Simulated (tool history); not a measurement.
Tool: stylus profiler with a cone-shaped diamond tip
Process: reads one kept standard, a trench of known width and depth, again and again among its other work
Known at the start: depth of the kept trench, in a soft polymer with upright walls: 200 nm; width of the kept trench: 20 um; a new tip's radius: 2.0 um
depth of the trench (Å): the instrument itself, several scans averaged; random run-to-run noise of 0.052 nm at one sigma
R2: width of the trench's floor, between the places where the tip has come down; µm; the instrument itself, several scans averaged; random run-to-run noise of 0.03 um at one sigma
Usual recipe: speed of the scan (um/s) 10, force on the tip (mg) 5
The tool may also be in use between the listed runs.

run 1 day=0 | speed_of_the_scan_(um/s)=10 force_on_the_tip_(mg)=5 | depth_of_the_trench_(Å)=2022.8 R2=17.69
run 2 day=0.692 | speed_of_the_scan_(um/s)=7 force_on_the_tip_(mg)=5 | depth_of_the_trench_(Å)=2023.9 R2=17.72
run 3 day=1.188 | speed_of_the_scan_(um/s)=38 force_on_the_tip_(mg)=5 | depth_of_the_trench_(Å)=2023.7 R2=17.54
run 4 day=1.808 | speed_of_the_scan_(um/s)=38 force_on_the_tip_(mg)=5 | depth_of_the_trench_(Å)=2023.7 R2=17.56
run 5 day=2.496 | speed_of_the_scan_(um/s)=10 force_on_the_tip_(mg)=5 | depth_of_the_trench_(Å)=2022.8 R2=17.64
run 6 day=3.229 | speed_of_the_scan_(um/s)=10 force_on_the_tip_(mg)=5 | depth_of_the_trench_(Å)=2023.3 R2=17.65
run 7 day=3.858 | speed_of_the_scan_(um/s)=13 force_on_the_tip_(mg)=5.25 | depth_of_the_trench_(Å)=2023.7 R2=17.59
run 8 day=4.679 | speed_of_the_scan_(um/s)=2 force_on_the_tip_(mg)=9.67 | depth_of_the_trench_(Å)=2034.7 R2=17.67
run 9 day=5.138 | speed_of_the_scan_(um/s)=12 force_on_the_tip_(mg)=7.52 | depth_of_the_trench_(Å)=2030 R2=17.67
run 10 day=5.558 | speed_of_the_scan_(um/s)=2 force_on_the_tip_(mg)=8.5 | depth_of_the_trench_(Å)=2032.7 R2=17.64
run 11 day=6.454 | speed_of_the_scan_(um/s)=34 force_on_the_tip_(mg)=4.31 | depth_of_the_trench_(Å)=2021.4 R2=17.5
run 12 day=6.954 | speed_of_the_scan_(um/s)=34 force_on_the_tip_(mg)=4.31 | depth_of_the_trench_(Å)=2021.7 R2=17.47

Hidden state or all else? Some run-to-run changes of depth of the trench (Å), split into what the settings, what came in and random variation would give without the hidden state, and what is left for the hidden state (with any gauge scatter that isn't in both results):
Hidden state at play: radius of the tip, um; height scale over the true one, %; drift of the gauge itself on depth_nm, %; drift of the gauge itself on floor_um, %.
Run 6 -> 7: speed of the scan (um/s) 10 -> 13, force on the tip (mg) 5 -> 5.25. depth of the trench (Å) +0.4: hidden state +0.2, all else +0.2.
Run 10 -> 11: speed of the scan (um/s) 2 -> 34, force on the tip (mg) 8.5 -> 4.31. depth of the trench (Å) -11.3: hidden state +0, all else -11.3.
